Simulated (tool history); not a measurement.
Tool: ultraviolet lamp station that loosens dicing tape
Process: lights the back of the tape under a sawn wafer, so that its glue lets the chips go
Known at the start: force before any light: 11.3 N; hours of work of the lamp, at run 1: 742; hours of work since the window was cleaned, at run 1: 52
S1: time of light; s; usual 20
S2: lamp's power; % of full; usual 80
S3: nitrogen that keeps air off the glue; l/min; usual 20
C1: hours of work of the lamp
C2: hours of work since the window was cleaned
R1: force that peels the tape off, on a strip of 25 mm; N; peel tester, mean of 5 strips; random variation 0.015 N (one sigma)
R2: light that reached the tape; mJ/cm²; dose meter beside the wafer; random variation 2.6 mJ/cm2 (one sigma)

Run 1, hour 0: usual settings; C1 742; C2 52. Result: R1 1.147 N, R2 285 mJ/cm².
Run 2, hour 28.7: usual settings; C1 754; C2 64. Result: R1 1.11 N, R2 285 mJ/cm².
Run 3, hour 73.1: usual settings; C1 773; C2 83. Result: R1 1.138 N, R2 280 mJ/cm².
Run 4, hour 103.8: usual settings; C1 786; C2 96. Result: R1 1.173 N, R2 277 mJ/cm².
Run 5, hour 127.6: usual settings; C1 796; C2 106. Result: R1 1.186 N, R2 277 mJ/cm².
Run 6, hour 170.9: usual settings; C1 814; C2 124. Result: R1 1.197 N, R2 273 mJ/cm².
Run 7, hour 208.7: usual settings; C1 830; C2 140. Result: R1 1.261 N, R2 274 mJ/cm².
Run 8, hour 237.4: usual settings; C1 842; C2 152. Result: R1 1.255 N, R2 269 mJ/cm².
Run 9, hour 256.1: usual settings; C1 850; C2 160. Result: R1 1.256 N, R2 274 mJ/cm².
Run 10, hour 293.4: usual settings; C1 866; C2 176. Result: R1 1.263 N, R2 266 mJ/cm².
Run 11, hour 327: usual settings but S3 16 l/min; C1 880; C2 190. Result: R1 1.425 N, R2 265 mJ/cm².
Run 12, hour 362.5: usual settings but S2 85 % of full; C1 895; C2 205. Result: R1 1.164 N, R2 278 mJ/cm².
Run 13, hour 386.9: usual settings but S2 85 % of full; C1 905; C2 215. Result: R1 1.121 N, R2 279 mJ/cm².
Run 14, hour 427.1: usual settings but S2 75 % of full; C1 922; C2 232. Result: R1 1.528 N, R2 243 mJ/cm².
Run 15, hour 471.2: usual settings but S3 12 l/min; C1 941; C2 251. Result: R1 1.703 N, R2 261 mJ/cm².
Run 16, hour 502.7: usual settings but S3 12 l/min; C1 954; C2 264. Result: R1 1.727 N, R2 257 mJ/cm².
Run 17, hour 525.2: usual settings but S3 12 l/min; C1 964; C2 273. Result: R1 1.746 N, R2 253 mJ/cm².
Run 18, hour 563.2: usual settings but S3 12 l/min; C1 980; C2 289. Result: R1 1.789 N, R2 253 mJ/cm².
Run 19, hour 586: usual settings but S3 12 l/min; C1 989; C2 299. Result: R1 1.858 N, R2 253 mJ/cm².
Run 20, hour 626.3: usual settings but S1 13 s, S3 12 l/min; C1 1006; C2 316. Result: R1 3.503 N, R2 164 mJ/cm².
Run 21, hour 662.7: usual settings but S1 13 s, S3 12 l/min; C1 1021; C2 331. Result: R1 3.373 N, R2 157 mJ/cm².
Run 22, hour 681.8: usual settings but S1 13 s, S3 12 l/min; C1 1030; C2 339. Result: R1 3.427 N, R2 159 mJ/cm².
Run 23, hour 704.7: usual settings but S1 13 s, S2 74 % of full, S3 18 l/min; C1 1039; C2 349. Result: R1 3.461 N, R2 151 mJ/cm².
Run 24, hour 737.4: usual settings but S1 17 s, S2 75 % of full, S3 10 l/min; C1 1053; C2 363. Result: R1 2.807 N, R2 192 mJ/cm².
Run 25, hour 778.1: usual settings but S1 22 s, S2 92 % of full, S3 28 l/min; C1 1070; C2 380. Result: R1 0.802 N, R2 310 mJ/cm².
Run 26, hour 814.6: usual settings but S1 22 s, S2 92 % of full, S3 28 l/min; C1 1085; C2 395. Result: R1 0.769 N, R2 305 mJ/cm².
Run 27, hour 845: usual settings but S1 11 s, S2 92 % of full, S3 12 l/min; C1 1098; C2 408. Result: R1 3.625 N, R2 149 mJ/cm².
Run 28, hour 889.8: usual settings but S1 29 s, S2 73 % of full, S3 37 l/min; C1 1117; C2 427. Result: R1 0.674 N, R2 322 mJ/cm².
Run 29, hour 909.3: usual settings but S2 96 % of full, S3 35 l/min; C1 1125; C2 435. Result: R1 0.893 N, R2 284 mJ/cm².
Run 30, hour 949.3: usual settings but S2 96 % of full, S3 35 l/min; C1 1142; C2 452. Result: R1 0.879 N, R2 287 mJ/cm².
Run 31, hour 982.3: usual settings but S1 12 s, S2 96 % of full, S3 35 l/min; C1 1156; C2 466. Result: R1 2.464 N, R2 171 mJ/cm².
Run 32, hour 1024.9: usual settings but S1 12 s, S2 96 % of full, S3 35 l/min; C1 1174; C2 484. Result: R1 2.532 N, R2 168 mJ/cm².
Run 33, hour 1065: usual settings but S1 22 s, S2 77 % of full; C1 1191; C2 501. Result: R1 1.547 N, R2 246 mJ/cm².
Run 34, hour 1086: usual settings but S1 12 s, S2 85 % of full; C1 1200; C2 510. Result: R1 3.329 N, R2 145 mJ/cm².
Run 35, hour 1121.4: usual settings but S1 15 s, S2 85 % of full, S3 31 l/min; C1 1215; C2 524. Result: R1 2.251 N, R2 181 mJ/cm².
Run 36, hour 1159.1: usual settings but S1 36 s, S2 97 % of full, S3 27 l/min; C1 1231; C2 540. Result: R1 0.206 N, R2 487 mJ/cm².
Run 37, hour 1185.4: usual settings but S3 9 l/min; C1 1242; C2 551. Result: R1 2.471 N, R2 222 mJ/cm².
Run 38, hour 1213.3: usual settings but S3 9 l/min; C1 1253; C2 563. Result: R1 2.48 N, R2 225 mJ/cm².
Run 39, hour 1245.5: usual settings but S1 14 s, S3 17 l/min; C1 1267; C2 577. Result: R1 3.304 N, R2 148 mJ/cm².
Run 40, hour 1279.1: usual settings but S2 60 % of full; C1 1281; C2 591. Result: R1 2.903 N, R2 167 mJ/cm².
Run 41, hour 1323.8: usual settings but S2 72 % of full, S3 15 l/min; C1 1300; C2 610. Result: R1 2.524 N, R2 195 mJ/cm².
Run 42, hour 1367: usual settings but S2 63 % of full, S3 8 l/min; C1 1318; C2 628. Result: R1 3.738 N, R2 164 mJ/cm².
At hour 1372.8: window cleaned of glue's vapour.
Run 43, hour 1401: usual settings but S2 63 % of full, S3 8 l/min; C1 1332; C2 12. Result: R1 3.118 N, R2 195 mJ/cm².

Hidden state at the last listed run before each entry between runs and at the first one after, where it differs:
Between runs 42 and 43: window cleaned of glue's vapour (hour 1372.8)
  lamp's light, % of a new lamp's: 72.7 -> 72.4; light that the window lets through, % of a clean one's: 87.3 -> 99.6
  measured less the result without the state, R1: +1.76 -> +1.197 N; R2: -99 -> -76 mJ/cm²

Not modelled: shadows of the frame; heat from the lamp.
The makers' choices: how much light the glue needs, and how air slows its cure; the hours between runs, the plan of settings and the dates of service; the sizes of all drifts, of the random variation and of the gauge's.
